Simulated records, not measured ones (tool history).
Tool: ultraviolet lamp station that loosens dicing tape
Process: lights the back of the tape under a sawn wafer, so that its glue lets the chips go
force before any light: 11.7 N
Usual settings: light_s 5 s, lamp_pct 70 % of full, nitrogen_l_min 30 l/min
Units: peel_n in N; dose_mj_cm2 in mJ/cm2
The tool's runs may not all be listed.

Run 1, hour 0: usual settings. Result: peel_n 0.477 N, dose_mj_cm2 381 mJ/cm2.
At hour 27.4: window cleaned of glue's vapour.
Run 2, hour 31: usual settings. Result: peel_n 0.539 N, dose_mj_cm2 362 mJ/cm2.
Run 3, hour 56.7: usual settings. Result: peel_n 0.554 N, dose_mj_cm2 358 mJ/cm2.
Run 4, hour 86: usual settings. Result: peel_n 0.56 N, dose_mj_cm2 356 mJ/cm2.
At hour 106.7: window cleaned of glue's vapour, once more.
Run 5, hour 117.2: usual settings but lamp_pct 62 % of full. Result: peel_n 0.669 N, dose_mj_cm2 337 mJ/cm2.
Run 6, hour 146.8: usual settings but lamp_pct 62 % of full. Result: peel_n 0.688 N, dose_mj_cm2 333 mJ/cm2.
Run 7, hour 164.2: usual settings but lamp_pct 64 % of full. Result: peel_n 0.64 N, dose_mj_cm2 341 mJ/cm2.
Run 8, hour 199.5: usual settings but lamp_pct 64 % of full. Result: peel_n 0.658 N, dose_mj_cm2 342 mJ/cm2.
Run 9, hour 229.7: usual settings but lamp_pct 81 % of full. Result: peel_n 0.367 N, dose_mj_cm2 420 mJ/cm2.
Run 10, hour 245.7: usual settings but lamp_pct 81 % of full, nitrogen_l_min 15 l/min. Result: peel_n 0.544 N, dose_mj_cm2 424 mJ/cm2.
Run 11, hour 262.1: usual settings but lamp_pct 81 % of full, nitrogen_l_min 15 l/min. Result: peel_n 0.553 N, dose_mj_cm2 420 mJ/cm2.
Run 12, hour 284: usual settings but lamp_pct 81 % of full, nitrogen_l_min 15 l/min. Result: peel_n 0.551 N, dose_mj_cm2 415 mJ/cm2.
Run 13, hour 311.3: usual settings but lamp_pct 81 % of full, nitrogen_l_min 15 l/min. Result: peel_n 0.576 N, dose_mj_cm2 412 mJ/cm2.
Run 14, hour 331.9: usual settings but lamp_pct 81 % of full, nitrogen_l_min 15 l/min. Result: peel_n 0.6 N, dose_mj_cm2 409 mJ/cm2.
Run 15, hour 361: usual settings but light_s 6 s, lamp_pct 81 % of full. Result: peel_n 0.274 N, dose_mj_cm2 477 mJ/cm2.
Run 16, hour 387.3: usual settings but light_s 3 s, lamp_pct 88 % of full. Result: peel_n 1.155 N, dose_mj_cm2 256 mJ/cm2.
Run 17, hour 417.7: usual settings but light_s 3 s, lamp_pct 90 % of full, nitrogen_l_min 22 l/min. Result: peel_n 1.318 N, dose_mj_cm2 263 mJ/cm2.
Run 18, hour 449.9: usual settings but light_s 3 s, lamp_pct 90 % of full, nitrogen_l_min 22 l/min. Result: peel_n 1.331 N, dose_mj_cm2 256 mJ/cm2.
Run 19, hour 480.3: usual settings but light_s 3 s, lamp_pct 90 % of full, nitrogen_l_min 22 l/min. Result: peel_n 1.394 N, dose_mj_cm2 255 mJ/cm2.
Run 20, hour 512.8: usual settings but lamp_pct 73 % of full, nitrogen_l_min 22 l/min. Result: peel_n 0.748 N, dose_mj_cm2 342 mJ/cm2.
Run 21, hour 532.4: usual settings but light_s 10 s, nitrogen_l_min 9 l/min. Result: peel_n 0.256 N, dose_mj_cm2 652 mJ/cm2.
Run 22, hour 554.9: usual settings but light_s 10 s, nitrogen_l_min 9 l/min. Result: peel_n 0.254 N, dose_mj_cm2 642 mJ/cm2.
Run 23, hour 586.3: usual settings but light_s 10 s, nitrogen_l_min 9 l/min. Result: peel_n 0.256 N, dose_mj_cm2 630 mJ/cm2.
Run 24, hour 614: usual settings but light_s 10 s, nitrogen_l_min 33 l/min. Result: peel_n 0.162 N, dose_mj_cm2 629 mJ/cm2.
Run 25, hour 649.4: usual settings but light_s 6 s. Result: peel_n 0.506 N, dose_mj_cm2 371 mJ/cm2.
Run 26, hour 669.2: usual settings but light_s 9 s, lamp_pct 64 % of full, nitrogen_l_min 14 l/min. Result: peel_n 0.347 N, dose_mj_cm2 505 mJ/cm2.
Run 27, hour 684.5: usual settings but light_s 9 s, lamp_pct 68 % of full, nitrogen_l_min 49 l/min. Result: peel_n 0.185 N, dose_mj_cm2 531 mJ/cm2.
Run 28, hour 719.6: usual settings but nitrogen_l_min 12 l/min. Result: peel_n 1.295 N, dose_mj_cm2 302 mJ/cm2.

4 ways to go on from here, each from the tool as it stands after run 28. What would each give?
Run A, hour 746.2: usual settings but light_s 3 s. Result: peel_n ?, dose_mj_cm2 ?.
Run B, hour 746.2: usual settings but nitrogen_l_min 13 l/min. Result: peel_n ?, dose_mj_cm2 ?.
Run C, hour 746.2: usual settings but lamp_pct 65 % of full, nitrogen_l_min 12 l/min. Result: peel_n ?, dose_mj_cm2 ?.
Run D, hour 746.2: usual settings but nitrogen_l_min 35 l/min. Result: peel_n ?, dose_mj_cm2 ?.

run  peel_n  dose_mj_cm2
  A   2.394          177
  B   1.304          297
  C   1.516          277
  D    0.79          295
Without the tool's hidden state the same runs would have given:
run  peel_n  dose_mj_cm2
  A    1.36          244
  B   0.637          407
  C   0.765          379
  D   0.359          405
